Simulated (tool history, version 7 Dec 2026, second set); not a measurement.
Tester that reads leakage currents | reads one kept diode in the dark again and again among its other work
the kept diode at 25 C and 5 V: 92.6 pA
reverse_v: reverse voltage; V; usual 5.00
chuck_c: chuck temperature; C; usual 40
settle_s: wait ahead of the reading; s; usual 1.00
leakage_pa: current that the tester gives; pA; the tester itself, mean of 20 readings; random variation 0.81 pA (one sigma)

Run 1, hour 0.0: usual settings. Result: leakage_pa 266.11 pA.
Run 2, hour 91.3: usual settings. Result: leakage_pa 266.80 pA.
Run 3, hour 162.3: usual settings. Result: leakage_pa 266.53 pA.
Run 4, hour 251.6: usual settings but settle_s 1.58 s. Result: leakage_pa 263.67 pA.
Run 5, hour 329.1: usual settings but settle_s 1.58 s. Result: leakage_pa 264.36 pA.
Run 6, hour 405.0: usual settings but reverse_v 6.43 V. Result: leakage_pa 291.43 pA.
Run 7, hour 482.4: usual settings but reverse_v 6.43 V. Result: leakage_pa 291.39 pA.
Run 8, hour 543.4: usual settings but reverse_v 6.43 V. Result: leakage_pa 291.48 pA.
Run 9, hour 657.9: usual settings but reverse_v 8.78 V. Result: leakage_pa 331.65 pA.
Run 10, hour 773.8: usual settings but reverse_v 9.26 V. Result: leakage_pa 336.50 pA.
Run 11, hour 842.6: usual settings but reverse_v 9.26 V. Result: leakage_pa 336.10 pA.
Run 12, hour 906.2: usual settings. Result: leakage_pa 259.59 pA.
Run 13, hour 967.1: usual settings. Result: leakage_pa 260.18 pA.
Run 14, hour 1050.4: usual settings. Result: leakage_pa 258.76 pA.
Run 15, hour 1168.9: usual settings. Result: leakage_pa 258.22 pA.
Run 16, hour 1249.9: usual settings. Result: leakage_pa 257.89 pA.
Run 17, hour 1333.4: usual settings. Result: leakage_pa 256.91 pA.
Run 18, hour 1435.2: usual settings but settle_s 3.90 s. Result: leakage_pa 254.39 pA.
Run 19, hour 1531.1: usual settings but settle_s 3.90 s. Result: leakage_pa 255.01 pA.
Run 20, hour 1637.2: usual settings but reverse_v 1.89 V, chuck_c 46 C, settle_s 1.78 s. Result: leakage_pa 252.23 pA.
Run 21, hour 1716.6: usual settings but reverse_v 1.24 V, chuck_c 58 C, settle_s 3.33 s. Result: leakage_pa 453.92 pA.
Run 22, hour 1807.2: usual settings but reverse_v 1.24 V, chuck_c 58 C, settle_s 3.33 s. Result: leakage_pa 451.04 pA.
Run 23, hour 1890.5: usual settings but reverse_v 10.56 V, chuck_c 25 C, settle_s 1.19 s. Result: leakage_pa 135.57 pA.
Run 24, hour 2008.1: usual settings but reverse_v 7.80 V, chuck_c 31 C, settle_s 0.85 s. Result: leakage_pa 171.32 pA.
Run 25, hour 2106.0: usual settings but reverse_v 7.80 V, chuck_c 31 C, settle_s 0.85 s. Result: leakage_pa 170.51 pA.
Run 26, hour 2178.2: usual settings but reverse_v 7.80 V, chuck_c 24 C, settle_s 2.98 s. Result: leakage_pa 108.35 pA.
Run 27, hour 2270.3: usual settings but reverse_v 4.24 V. Result: leakage_pa 232.79 pA.
Run 28, hour 2376.3: usual settings but reverse_v 1.83 V, chuck_c 37 C, settle_s 1.42 s. Result: leakage_pa 134.29 pA.
Run 29, hour 2437.3: usual settings but reverse_v 1.83 V, chuck_c 38 C, settle_s 1.42 s. Result: leakage_pa 144.10 pA.
Run 30, hour 2568.7: usual settings but reverse_v 3.15 V, chuck_c 45 C, settle_s 5.20 s. Result: leakage_pa 282.85 pA.
Run 31, hour 2627.8: usual settings but reverse_v 3.15 V, chuck_c 45 C, settle_s 5.20 s. Result: leakage_pa 282.48 pA.
Run 32, hour 2698.9: usual settings but chuck_c 23 C, settle_s 1.04 s. Result: leakage_pa 81.65 pA.
Run 33, hour 2816.4: usual settings but chuck_c 22 C, settle_s 1.04 s. Result: leakage_pa 76.76 pA.
At hour 2911.3: chuck's temperature calibrated.
Run 34, hour 2933.9: usual settings but reverse_v 4.59 V. Result: leakage_pa 272.24 pA.
Run 35, hour 3061.9: usual settings but reverse_v 5.58 V, chuck_c 39 C, settle_s 1.18 s. Result: leakage_pa 273.94 pA.
Run 36, hour 3145.7: usual settings but reverse_v 5.58 V, chuck_c 25 C, settle_s 3.55 s. Result: leakage_pa 110.76 pA.
Run 37, hour 3246.9: usual settings but reverse_v 1.88 V, chuck_c 21 C, settle_s 0.82 s. Result: leakage_pa 51.69 pA.
Run 38, hour 3325.7: usual settings but reverse_v 1.96 V, chuck_c 46 C, settle_s 8.82 s. Result: leakage_pa 278.39 pA.

5 ways to go on from here, each from the tool as it stands after run 38. What would each give?
Run A, hour 3409.4: usual settings but reverse_v 7.22 V, chuck_c 37 C, settle_s 0.86 s. Result: leakage_pa ?.
Run B, hour 3409.4: usual settings but reverse_v 3.60 V, chuck_c 58 C, settle_s 2.27 s. Result: leakage_pa ?.
Run C, hour 3409.4: usual settings but reverse_v 7.39 V, chuck_c 46 C, settle_s 8.82 s. Result: leakage_pa ?.
Run D, hour 3409.4: usual settings but reverse_v 2.58 V, chuck_c 29 C, settle_s 1.01 s. Result: leakage_pa ?.
Run E, hour 3409.4: usual settings but reverse_v 1.96 V, chuck_c 38 C, settle_s 8.82 s. Result: leakage_pa ?.

run  leakage_pa
  A      269.19
  B      740.71
  C      473.32
  D      101.27
  E      164.89
Without the tool's hidden state the same runs would have given:
run  leakage_pa
  A      255.04
  B      749.29
  C      464.11
  D       96.41
  E      163.46

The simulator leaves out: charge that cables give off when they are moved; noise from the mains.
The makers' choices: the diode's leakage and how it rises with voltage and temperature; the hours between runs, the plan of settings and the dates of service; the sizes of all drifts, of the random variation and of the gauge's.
